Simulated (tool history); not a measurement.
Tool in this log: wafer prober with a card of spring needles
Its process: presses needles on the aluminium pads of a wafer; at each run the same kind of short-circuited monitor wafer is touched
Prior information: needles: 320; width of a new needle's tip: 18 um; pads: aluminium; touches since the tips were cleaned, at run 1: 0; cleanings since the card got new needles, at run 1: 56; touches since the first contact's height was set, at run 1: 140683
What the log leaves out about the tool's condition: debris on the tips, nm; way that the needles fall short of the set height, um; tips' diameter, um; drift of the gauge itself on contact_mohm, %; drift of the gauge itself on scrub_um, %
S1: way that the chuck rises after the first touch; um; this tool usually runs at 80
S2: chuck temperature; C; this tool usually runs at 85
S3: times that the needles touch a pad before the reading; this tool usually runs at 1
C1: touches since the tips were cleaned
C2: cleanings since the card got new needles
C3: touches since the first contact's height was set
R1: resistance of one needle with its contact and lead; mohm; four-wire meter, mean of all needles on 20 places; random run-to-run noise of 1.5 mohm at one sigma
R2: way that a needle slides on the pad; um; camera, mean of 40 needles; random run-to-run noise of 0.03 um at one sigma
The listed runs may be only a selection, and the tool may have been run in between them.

run,hour,S1,S2,S3,C1,C2,C3,R1,R2
1,0.0,80,85,1,0,56,140683,146,13.10
# hour 8.9: tips cleaned on abrasive film
# hour 16.0: tips cleaned on abrasive film
# hour 23.1: tips cleaned on abrasive film
# hour 30.3: tips cleaned on abrasive film
# hour 39.1: tips cleaned on abrasive film
# hour 46.3: tips cleaned on abrasive film
# hour 55.1: tips cleaned on abrasive film
# hour 64.0: tips cleaned on abrasive film
# hour 72.9: tips cleaned on abrasive film
2,79.4,80,85,1,2072,65,165774,175,13.01
# hour 81.2: tips cleaned on abrasive film
# hour 88.4: tips cleaned on abrasive film
# hour 95.5: tips cleaned on abrasive film
# hour 104.4: tips cleaned on abrasive film
# hour 113.3: tips cleaned on abrasive film
# hour 120.4: tips cleaned on abrasive film
# hour 129.3: tips cleaned on abrasive film
# hour 136.4: tips cleaned on abrasive film
# hour 145.3: tips cleaned on abrasive film
# hour 152.4: tips cleaned on abrasive film
# hour 159.5: tips cleaned on abrasive film
3,163.8,80,85,1,1371,76,192410,170,12.95
# hour 167.4: tips cleaned on abrasive film
# hour 174.5: tips cleaned on abrasive film
# hour 183.4: tips cleaned on abrasive film
# hour 190.6: tips cleaned on abrasive film
# hour 197.7: tips cleaned on abrasive film
# hour 204.8: tips cleaned on abrasive film
4,208.2,80,85,1,1095,82,206418,166,12.85
# hour 213.6: tips cleaned on abrasive film
# hour 220.7: tips cleaned on abrasive film
# hour 227.9: tips cleaned on abrasive film
# hour 235.0: tips cleaned on abrasive film
# hour 243.9: tips cleaned on abrasive film
# hour 245.9: height of the first contact set anew
# hour 253.0: tips cleaned on abrasive film
# hour 261.9: tips cleaned on abrasive film
5,262.9,80,85,1,309,89,5363,152,13.57
# hour 270.0: tips cleaned on abrasive film
# hour 278.9: tips cleaned on abrasive film
# hour 286.0: tips cleaned on abrasive film
# hour 293.2: tips cleaned on abrasive film
# hour 302.0: tips cleaned on abrasive film
# hour 309.2: tips cleaned on abrasive film
6,313.8,80,85,1,1496,95,21457,174,13.51
# hour 317.5: tips cleaned on abrasive film
# hour 324.6: tips cleaned on abrasive film
# hour 331.7: tips cleaned on abrasive film
# hour 340.6: tips cleaned on abrasive film
# hour 347.7: tips cleaned on abrasive film
# hour 354.8: tips cleaned on abrasive film
# hour 362.0: tips cleaned on abrasive film
# hour 370.8: tips cleaned on abrasive film
7,370.9,80,85,1,28,103,39452,146,13.38
# hour 378.1: tips cleaned on abrasive film
# hour 385.2: tips cleaned on abrasive film
# hour 394.1: tips cleaned on abrasive film
# hour 401.2: tips cleaned on abrasive film
# hour 410.1: tips cleaned on abrasive film
8,415.1,80,85,1,1578,108,53396,175,13.35
# hour 418.7: tips cleaned on abrasive film
# hour 425.8: tips cleaned on abrasive film
# hour 434.7: tips cleaned on abrasive film
# hour 441.8: tips cleaned on abrasive film
# hour 448.9: tips cleaned on abrasive film
# hour 456.1: tips cleaned on abrasive film
# hour 464.9: tips cleaned on abrasive film
# hour 472.1: tips cleaned on abrasive film
# hour 479.2: tips cleaned on abrasive film
# hour 488.1: tips cleaned on abrasive film
# hour 496.9: tips cleaned on abrasive film
# hour 504.1: tips cleaned on abrasive film
9,505.1,80,102,1,322,120,81791,154,13.28
# hour 512.2: tips cleaned on abrasive film
# hour 521.1: tips cleaned on abrasive film
# hour 530.0: tips cleaned on abrasive film
# hour 537.1: tips cleaned on abrasive film
# hour 544.2: tips cleaned on abrasive film
# hour 553.1: tips cleaned on abrasive film
# hour 560.2: tips cleaned on abrasive film
# hour 567.4: tips cleaned on abrasive film
10,572.8,80,102,1,1746,128,103188,175,13.21
# hour 574.7: tips cleaned on abrasive film
# hour 581.8: tips cleaned on abrasive film
# hour 588.9: tips cleaned on abrasive film
# hour 596.0: tips cleaned on abrasive film
# hour 604.9: tips cleaned on abrasive film
# hour 613.8: tips cleaned on abrasive film
# hour 622.7: tips cleaned on abrasive film
# hour 629.8: tips cleaned on abrasive film
# hour 638.7: tips cleaned on abrasive film
11,644.0,88,36,2,1707,137,125663,149,14.48
# hour 645.8: tips cleaned on abrasive film
# hour 653.0: tips cleaned on abrasive film
# hour 661.8: tips cleaned on abrasive film
# hour 670.7: tips cleaned on abrasive film
# hour 677.9: tips cleaned on abrasive film
# hour 686.7: tips cleaned on abrasive film
# hour 693.9: tips cleaned on abrasive film
# hour 701.0: tips cleaned on abrasive film
# hour 709.9: tips cleaned on abrasive film
# hour 718.8: tips cleaned on abrasive film
# hour 727.6: tips cleaned on abrasive film
12,728.9,88,36,2,421,148,152460,141,14.45
# hour 736.1: tips cleaned on abrasive film
# hour 743.2: tips cleaned on abrasive film
# hour 750.3: tips cleaned on abrasive film
# hour 759.2: tips cleaned on abrasive film
# hour 766.3: tips cleaned on abrasive film
# hour 773.5: tips cleaned on abrasive film
# hour 780.6: tips cleaned on abrasive film
# hour 789.5: tips cleaned on abrasive film
# hour 796.6: tips cleaned on abrasive film
# hour 805.5: tips cleaned on abrasive film
# hour 812.6: tips cleaned on abrasive film
13,817.7,88,36,2,1644,159,180493,156,14.32
# hour 821.4: tips cleaned on abrasive film
# hour 830.2: tips cleaned on abrasive film
# hour 837.4: tips cleaned on abrasive film
# hour 846.2: tips cleaned on abrasive film
# hour 853.4: tips cleaned on abrasive film
# hour 862.3: tips cleaned on abrasive film
# hour 869.4: tips cleaned on abrasive film
14,873.8,65,38,1,1405,166,198180,187,10.39
# hour 877.4: tips cleaned on abrasive film
# hour 884.5: tips cleaned on abrasive film
# hour 891.6: tips cleaned on abrasive film
# hour 898.8: tips cleaned on abrasive film
# hour 907.6: tips cleaned on abrasive film
# hour 914.8: tips cleaned on abrasive film
# hour 923.7: tips cleaned on abrasive film
# hour 932.5: tips cleaned on abrasive film
15,933.8,68,78,1,389,174,217098,162,10.81
# hour 937.6: height of the first contact set anew
# hour 941.2: tips cleaned on abrasive film
# hour 948.3: tips cleaned on abrasive film
# hour 955.4: tips cleaned on abrasive film
# hour 962.6: tips cleaned on abrasive film
# hour 971.4: tips cleaned on abrasive film
# hour 978.6: tips cleaned on abrasive film
# hour 987.4: tips cleaned on abrasive film
# hour 994.6: tips cleaned on abrasive film
# hour 1001.7: tips cleaned on abrasive film
# hour 1008.8: tips cleaned on abrasive film
# hour 1017.7: tips cleaned on abrasive film
16,1020.5,68,38,1,894,185,26159,170,11.43
# hour 1025.9: tips cleaned on abrasive film
# hour 1033.0: tips cleaned on abrasive film
# hour 1041.9: tips cleaned on abrasive film
# hour 1049.0: tips cleaned on abrasive film
# hour 1057.9: tips cleaned on abrasive film
# hour 1066.8: tips cleaned on abrasive film
# hour 1075.6: tips cleaned on abrasive film
# hour 1082.8: tips cleaned on abrasive film
# hour 1091.7: tips cleaned on abrasive film
# hour 1098.8: tips cleaned on abrasive film
17,1102.7,68,38,1,1254,195,52117,175,11.29
# hour 1106.3: tips cleaned on abrasive film
# hour 1115.2: tips cleaned on abrasive film
# hour 1122.3: tips cleaned on abrasive film
# hour 1129.4: tips cleaned on abrasive film
# hour 1136.6: tips cleaned on abrasive film
# hour 1145.5: tips cleaned on abrasive film
# hour 1154.3: tips cleaned on abrasive film
18,1159.5,68,38,1,1662,202,70062,192,11.35
# hour 1163.2: tips cleaned on abrasive film
# hour 1170.3: tips cleaned on abrasive film
# hour 1179.2: tips cleaned on abrasive film
# hour 1188.0: tips cleaned on abrasive film
# hour 1196.9: tips cleaned on abrasive film
# hour 1205.8: tips cleaned on abrasive film
# hour 1214.7: tips cleaned on abrasive film
19,1218.6,70,58,1,1261,209,88728,178,11.62

Alternative continuations, all from the tool just after run 19; predict every row:
# hour 1222.2: tips cleaned on abrasive film
# hour 1234.2: card fitted with new needles
# hour 1241.4: tips cleaned on abrasive film
# hour 1250.3: tips cleaned on abrasive film
# hour 1259.1: tips cleaned on abrasive film
# hour 1266.3: tips cleaned on abrasive film
# hour 1273.4: tips cleaned on abrasive film
# hour 1280.5: tips cleaned on abrasive film
# hour 1289.4: tips cleaned on abrasive film
A,1294.3,70,74,1,1575,7,18980,?,?
# hour 1222.2: tips cleaned on abrasive film
# hour 1234.2: card fitted with new needles
# hour 1241.4: tips cleaned on abrasive film
# hour 1250.3: tips cleaned on abrasive film
# hour 1259.1: tips cleaned on abrasive film
# hour 1266.3: tips cleaned on abrasive film
# hour 1273.4: tips cleaned on abrasive film
# hour 1280.5: tips cleaned on abrasive film
# hour 1289.4: tips cleaned on abrasive film
B,1294.3,67,27,1,1575,7,18980,?,?
# hour 1222.2: tips cleaned on abrasive film
# hour 1234.2: card fitted with new needles
# hour 1241.4: tips cleaned on abrasive film
# hour 1250.3: tips cleaned on abrasive film
# hour 1259.1: tips cleaned on abrasive film
# hour 1266.3: tips cleaned on abrasive film
# hour 1273.4: tips cleaned on abrasive film
# hour 1280.5: tips cleaned on abrasive film
# hour 1289.4: tips cleaned on abrasive film
C,1294.3,61,38,1,1575,7,18980,?,?

run,R1,R2
A,178,11.78
B,173,11.33
C,184,10.28
The same runs, with their run-to-run variation unchanged, on a tool lacking any hidden condition would have given:
run,R1,R2
A,142,11.84
B,133,11.39
C,138,10.34
